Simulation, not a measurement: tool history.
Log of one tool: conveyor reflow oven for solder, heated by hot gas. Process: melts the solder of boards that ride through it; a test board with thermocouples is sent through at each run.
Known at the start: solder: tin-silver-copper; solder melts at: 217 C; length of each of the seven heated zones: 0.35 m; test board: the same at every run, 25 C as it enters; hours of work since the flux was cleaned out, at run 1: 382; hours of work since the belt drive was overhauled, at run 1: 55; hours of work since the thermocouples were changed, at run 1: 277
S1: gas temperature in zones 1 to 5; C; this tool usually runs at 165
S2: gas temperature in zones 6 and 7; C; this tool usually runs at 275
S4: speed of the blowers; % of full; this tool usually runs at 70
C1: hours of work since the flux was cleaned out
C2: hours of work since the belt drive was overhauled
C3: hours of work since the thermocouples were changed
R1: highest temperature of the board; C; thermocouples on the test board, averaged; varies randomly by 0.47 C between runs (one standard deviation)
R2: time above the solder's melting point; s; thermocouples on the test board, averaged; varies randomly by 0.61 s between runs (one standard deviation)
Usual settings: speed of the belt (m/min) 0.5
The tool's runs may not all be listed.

Run 1, hour 0: usual settings; C1 382; C2 55; C3 277. Result: R1 251 C, R2 56.8 s.
Run 2, hour 35.6: usual settings; C1 400; C2 73; C3 295. Result: R1 252 C, R2 56.2 s.
Run 3, hour 61: usual settings; C1 412; C2 85; C3 307. Result: R1 250.8 C, R2 56.1 s.
Run 4, hour 93.6: usual settings; C1 428; C2 101; C3 323. Result: R1 250.2 C, R2 55.7 s.
At hour 107.5: flux residue cleaned out of gas plates and filters.
Run 5, hour 126.9: usual settings; C1 10; C2 115; C3 337. Result: R1 253 C, R2 59.2 s.
Run 6, hour 144.5: usual settings; C1 18; C2 124; C3 346. Result: R1 253.2 C, R2 60.4 s.
Run 7, hour 176: usual settings but S2 271 C; C1 34; C2 140; C3 361. Result: R1 250 C, R2 56.4 s.
Run 8, hour 215.6: usual settings but S2 271 C; C1 53; C2 159; C3 381. Result: R1 249.6 C, R2 57.4 s.
Run 9, hour 247.2: usual settings but S2 271 C; C1 69; C2 175; C3 396. Result: R1 250 C, R2 57.5 s.
Run 10, hour 264.1: usual settings but S2 271 C; C1 77; C2 183; C3 405. Result: R1 249.6 C, R2 57.2 s.
Run 11, hour 289.8: usual settings but speed of the belt (m/min) 0.474; C1 90; C2 196; C3 417. Result: R1 255.7 C, R2 65.1 s.
Run 12, hour 306.6: usual settings but speed of the belt (m/min) 0.544; C1 98; C2 204; C3 426. Result: R1 248.9 C, R2 50.2 s.
Run 13, hour 324: usual settings but speed of the belt (m/min) 0.544; C1 107; C2 212; C3 434. Result: R1 249.1 C, R2 51.3 s.
Run 14, hour 361.2: usual settings but speed of the belt (m/min) 0.544; C1 125; C2 231; C3 453. Result: R1 249.7 C, R2 51.5 s.
Run 15, hour 396.6: usual settings; C1 143; C2 248; C3 470. Result: R1 252.5 C, R2 58.4 s.
Run 16, hour 431.5: usual settings but speed of the belt (m/min) 0.524; C1 160; C2 265; C3 487. Result: R1 250.7 C, R2 54.3 s.
Run 17, hour 469.7: usual settings but speed of the belt (m/min) 0.524; C1 179; C2 284; C3 506. Result: R1 251.3 C, R2 54.8 s.
Run 18, hour 491.6: usual settings but S2 276 C, speed of the belt (m/min) 0.577; C1 189; C2 295; C3 517. Result: R1 246.5 C, R2 46.1 s.
At hour 499.7: thermocouples of zones 6 and 7 changed.
Run 19, hour 529.6: usual settings but S2 276 C, speed of the belt (m/min) 0.517; C1 207; C2 313; C3 15. Result: R1 253.2 C, R2 57.8 s.
Run 20, hour 562.2: usual settings but S1 153 C, S2 274 C, speed of the belt (m/min) 0.501, S4 79 % of full; C1 223; C2 329; C3 31. Result: R1 253.9 C, R2 56.3 s.
Run 21, hour 596.3: usual settings but S1 166 C, S2 284 C, speed of the belt (m/min) 0.525, S4 51 % of full; C1 240; C2 346; C3 48. Result: R1 249.2 C, R2 53.1 s.
Run 22, hour 617: usual settings but S1 162 C, S2 271 C, speed of the belt (m/min) 0.591, S4 68 % of full; C1 250; C2 356; C3 58. Result: R1 240.5 C, R2 37.5 s.
Run 23, hour 640.6: usual settings but S1 162 C, S2 271 C, speed of the belt (m/min) 0.591, S4 68 % of full; C1 262; C2 367; C3 69. Result: R1 240.8 C, R2 37.5 s.
Run 24, hour 658.2: usual settings but S1 162 C, S2 276 C, speed of the belt (m/min) 0.578, S4 68 % of full; C1 270; C2 376; C3 78. Result: R1 246 C, R2 44.2 s.
Run 25, hour 698.4: usual settings but S2 283 C, S4 78 % of full; C1 290; C2 396; C3 98. Result: R1 262.9 C, R2 67.1 s.
Run 26, hour 715.2: usual settings but S4 77 % of full; C1 299; C2 404; C3 106. Result: R1 254.5 C, R2 61.3 s.
Run 27, hour 732.1: usual settings but S4 77 % of full; C1 307; C2 413; C3 115. Result: R1 255.1 C, R2 61.5 s.
Run 28, hour 758: usual settings but S1 174 C, speed of the belt (m/min) 0.564; C1 320; C2 425; C3 127. Result: R1 250.8 C, R2 51.7 s.
Run 29, hour 794.7: usual settings but S1 174 C, speed of the belt (m/min) 0.564; C1 338; C2 443; C3 145. Result: R1 248.8 C, R2 51.7 s.
Run 30, hour 819.7: usual settings but speed of the belt (m/min) 0.576, S4 85 % of full; C1 350; C2 456; C3 158. Result: R1 252.2 C, R2 50.5 s.
Run 31, hour 846.3: usual settings but S1 151 C; C1 363; C2 469; C3 171. Result: R1 249.1 C, R2 51.4 s.
Run 32, hour 869: usual settings but S1 159 C, S2 289 C, S4 75 % of full; C1 374; C2 480; C3 182. Result: R1 264.5 C, R2 65.9 s.

For each entry between runs, how does the tool's hidden state at the last listed run before it compare with that at the first listed run after it?
After run 4, before run 5: flux residue cleaned out of gas plates and filters (hour 107.5)
  heat that the gas passes to the board, % of a clean oven's: 88.7 -> 99.7; belt's true speed, % of the reading: 99.88 -> 99.86; true gas temperature in zones 6 and 7 over the reading, C: -1.3 -> -1.35
  the result without the hidden state subtracted from the measured one, R1: -4.5 -> -1.2 C; R2: -4.4 -> -0.9 s
After run 18, before run 19: thermocouples of zones 6 and 7 changed (hour 499.7)
  heat that the gas passes to the board, % of a clean oven's: 94.8 -> 94.4; belt's true speed, % of the reading: 99.72 -> 99.7; true gas temperature in zones 6 and 7 over the reading, C: -1.94 -> 0.03
  the result without the hidden state subtracted from the measured one, R1: -3.2 -> -1.5 C; R2: -2.8 -> -1.4 s
